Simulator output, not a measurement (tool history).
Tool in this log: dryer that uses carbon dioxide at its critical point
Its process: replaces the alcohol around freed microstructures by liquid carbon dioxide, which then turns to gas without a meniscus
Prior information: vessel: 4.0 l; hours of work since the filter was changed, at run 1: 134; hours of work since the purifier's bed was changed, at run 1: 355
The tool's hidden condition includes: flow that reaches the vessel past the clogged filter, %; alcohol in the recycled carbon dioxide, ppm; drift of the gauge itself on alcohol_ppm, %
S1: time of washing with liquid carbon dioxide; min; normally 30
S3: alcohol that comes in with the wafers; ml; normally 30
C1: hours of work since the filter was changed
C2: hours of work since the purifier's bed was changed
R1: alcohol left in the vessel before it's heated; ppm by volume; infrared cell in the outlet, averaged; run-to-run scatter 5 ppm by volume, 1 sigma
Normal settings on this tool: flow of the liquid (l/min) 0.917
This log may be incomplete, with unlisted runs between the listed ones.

{"run": 1, "hour": 0.0, "S1": 30, "flow of the liquid (l/min)": 0.917, "S3": 30, "C1": 134, "C2": 355, "R1": 111}
{"run": 2, "hour": 10.2, "S1": 30, "flow of the liquid (l/min)": 0.917, "S3": 30, "C1": 142, "C2": 362, "R1": 111}
{"run": 3, "hour": 25.7, "S1": 30, "flow of the liquid (l/min)": 0.917, "S3": 30, "C1": 154, "C2": 374, "R1": 107}
{"run": 4, "hour": 39.2, "S1": 30, "flow of the liquid (l/min)": 0.917, "S3": 30, "C1": 164, "C2": 385, "R1": 114}
{"run": 5, "hour": 48.2, "S1": 30, "flow of the liquid (l/min)": 0.917, "S3": 30, "C1": 171, "C2": 392, "R1": 124}
{"run": 6, "hour": 58.3, "S1": 30, "flow of the liquid (l/min)": 0.917, "S3": 25, "C1": 179, "C2": 400, "R1": 120}
{"run": 7, "hour": 78.3, "S1": 30, "flow of the liquid (l/min)": 0.917, "S3": 25, "C1": 194, "C2": 415, "R1": 117}
{"run": 8, "hour": 90.9, "S1": 25, "flow of the liquid (l/min)": 1.4, "S3": 73, "C1": 204, "C2": 425, "R1": 99}
{"hour": 96.1, "done": "inlet filter changed"}
{"run": 9, "hour": 104.9, "S1": 25, "flow of the liquid (l/min)": 1.4, "S3": 73, "C1": 7, "C2": 435, "R1": 92}
{"run": 10, "hour": 113.9, "S1": 25, "flow of the liquid (l/min)": 1.4, "S3": 73, "C1": 14, "C2": 442, "R1": 88}
{"run": 11, "hour": 123.5, "S1": 48, "flow of the liquid (l/min)": 1.4, "S3": 98, "C1": 21, "C2": 449, "R1": 78}

Hidden state at the last listed run before each entry between runs and at the first one after, where it differs:
Runs 8 to 9: inlet filter changed (hour 96.1)
  flow that reaches the vessel past the clogged filter, %: 91.5 -> 99.7; alcohol in the recycled carbon dioxide, ppm: 71.7 -> 73
  measured result minus the result with no hidden state, R1: +79 -> +69 ppm by volume

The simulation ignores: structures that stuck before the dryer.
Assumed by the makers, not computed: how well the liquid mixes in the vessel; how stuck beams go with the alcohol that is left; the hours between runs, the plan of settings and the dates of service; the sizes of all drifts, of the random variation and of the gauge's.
